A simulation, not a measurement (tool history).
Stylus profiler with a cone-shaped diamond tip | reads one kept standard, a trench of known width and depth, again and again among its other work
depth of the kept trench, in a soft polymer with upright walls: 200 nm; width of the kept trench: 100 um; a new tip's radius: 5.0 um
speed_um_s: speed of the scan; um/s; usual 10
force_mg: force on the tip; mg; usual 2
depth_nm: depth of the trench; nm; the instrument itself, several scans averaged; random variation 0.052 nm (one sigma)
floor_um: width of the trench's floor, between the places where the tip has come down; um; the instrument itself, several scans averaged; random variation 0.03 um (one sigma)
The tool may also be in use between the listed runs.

run 1 hour=0 | speed_um_s=10 force_mg=2 | depth_nm=201.71 floor_um=97.17
run 2 hour=17.2 | speed_um_s=10 force_mg=2 | depth_nm=201.67 floor_um=97.13
run 3 hour=39.2 | speed_um_s=10 force_mg=2 | depth_nm=201.7 floor_um=97.17
run 4 hour=62.6 | speed_um_s=10 force_mg=2 | depth_nm=201.73 floor_um=97.17
run 5 hour=85.7 | speed_um_s=10 force_mg=2 | depth_nm=201.77 floor_um=97.17
run 6 hour=115.1 | speed_um_s=5 force_mg=2 | depth_nm=201.83 floor_um=97.19
run 7 hour=130 | speed_um_s=5 force_mg=2 | depth_nm=201.66 floor_um=97.2
run 8 hour=156.7 | speed_um_s=10 force_mg=2 | depth_nm=201.7 floor_um=97.15
run 9 hour=177.7 | speed_um_s=10 force_mg=2 | depth_nm=201.8 floor_um=97.17
run 10 hour=197.3 | speed_um_s=10 force_mg=0.88 | depth_nm=200.89 floor_um=97.15
run 11 hour=216 | speed_um_s=10 force_mg=0.88 | depth_nm=200.98 floor_um=97.11
run 12 hour=236.3 | speed_um_s=10 force_mg=0.82 | depth_nm=200.93 floor_um=97.18
run 13 hour=253.9 | speed_um_s=10 force_mg=0.82 | depth_nm=200.95 floor_um=97.19
run 14 hour=276.1 | speed_um_s=10 force_mg=0.82 | depth_nm=201 floor_um=97.16
run 15 hour=298.9 | speed_um_s=10 force_mg=2 | depth_nm=201.61 floor_um=97.16
run 16 hour=325.4 | speed_um_s=10 force_mg=2 | depth_nm=201.76 floor_um=97.2
run 17 hour=341 | speed_um_s=10 force_mg=2 | depth_nm=201.65 floor_um=97.17
run 18 hour=370.5 | speed_um_s=10 force_mg=0.69 | depth_nm=200.8 floor_um=97.08
run 19 hour=390.7 | speed_um_s=29 force_mg=0.69 | depth_nm=200.83 floor_um=96.97
run 20 hour=403 | speed_um_s=10 force_mg=2 | depth_nm=201.7 floor_um=97.17
run 21 hour=429.5 | speed_um_s=10 force_mg=2 | depth_nm=201.65 floor_um=97.17
run 22 hour=453.6 | speed_um_s=10 force_mg=2 | depth_nm=201.66 floor_um=97.23
run 23 hour=478.3 | speed_um_s=10 force_mg=2 | depth_nm=201.68 floor_um=97.14
run 24 hour=508.4 | speed_um_s=10 force_mg=0.94 | depth_nm=200.96 floor_um=97.16
run 25 hour=522.7 | speed_um_s=10 force_mg=0.94 | depth_nm=200.94 floor_um=97.08
run 26 hour=540.9 | speed_um_s=5 force_mg=4.61 | depth_nm=203.09 floor_um=97.17
run 27 hour=557.1 | speed_um_s=5 force_mg=4.61 | depth_nm=202.92 floor_um=97.23
run 28 hour=575.8 | speed_um_s=5 force_mg=4.61 | depth_nm=203 floor_um=97.2
run 29 hour=592 | speed_um_s=5 force_mg=2 | depth_nm=201.7 floor_um=97.22
run 30 hour=608.1 | speed_um_s=10 force_mg=1.97 | depth_nm=201.78 floor_um=97.18
run 31 hour=623.1 | speed_um_s=3 force_mg=4.38 | depth_nm=202.91 floor_um=97.24
run 32 hour=653.9 | speed_um_s=3 force_mg=4.38 | depth_nm=202.84 floor_um=97.22
run 33 hour=677.5 | speed_um_s=4 force_mg=0.91 | depth_nm=200.95 floor_um=97.13
run 34 hour=696.3 | speed_um_s=4 force_mg=0.91 | depth_nm=200.95 floor_um=97.22
run 35 hour=709.8 | speed_um_s=10 force_mg=1.08 | depth_nm=201.11 floor_um=97.15
run 36 hour=730 | speed_um_s=6 force_mg=0.75 | depth_nm=200.79 floor_um=97.12
run 37 hour=754.2 | speed_um_s=6 force_mg=5.08 | depth_nm=203.23 floor_um=97.21
run 38 hour=784.6 | speed_um_s=2 force_mg=4.55 | depth_nm=202.94 floor_um=97.24
run 39 hour=811.4 | speed_um_s=4 force_mg=0.77 | depth_nm=200.96 floor_um=97.17
-- hour=827.7 height scale calibrated on a step standard
run 40 hour=838.8 | speed_um_s=4 force_mg=1.32 | depth_nm=201.25 floor_um=97.18
run 41 hour=865.8 | speed_um_s=3 force_mg=0.78 | depth_nm=200.92 floor_um=97.24
run 42 hour=885.4 | speed_um_s=3 force_mg=0.78 | depth_nm=200.97 floor_um=97.23

Forecast each of these 5 alternatives for the next run:
run A hour=914.3 | speed_um_s=3 force_mg=0.79 | depth_nm=? floor_um=?
run B hour=914.3 | speed_um_s=39 force_mg=1.21 | depth_nm=? floor_um=?
run C hour=914.3 | speed_um_s=26 force_mg=1.88 | depth_nm=? floor_um=?
run D hour=914.3 | speed_um_s=4 force_mg=2.03 | depth_nm=? floor_um=?
run E hour=914.3 | speed_um_s=4 force_mg=1.02 | depth_nm=? floor_um=?

run=A depth_nm=200.93 floor_um=97.21
run=B depth_nm=201.29 floor_um=96.95
run=C depth_nm=201.7 floor_um=97.08
run=D depth_nm=201.72 floor_um=97.24
run=E depth_nm=201 floor_um=97.16
Without the tool's hidden state the same runs would have given:
run=A depth_nm=200.93 floor_um=97.21
run=B depth_nm=201.29 floor_um=96.96
run=C depth_nm=201.7 floor_um=97.09
run=D depth_nm=201.72 floor_um=97.25
run=E depth_nm=201 floor_um=97.16
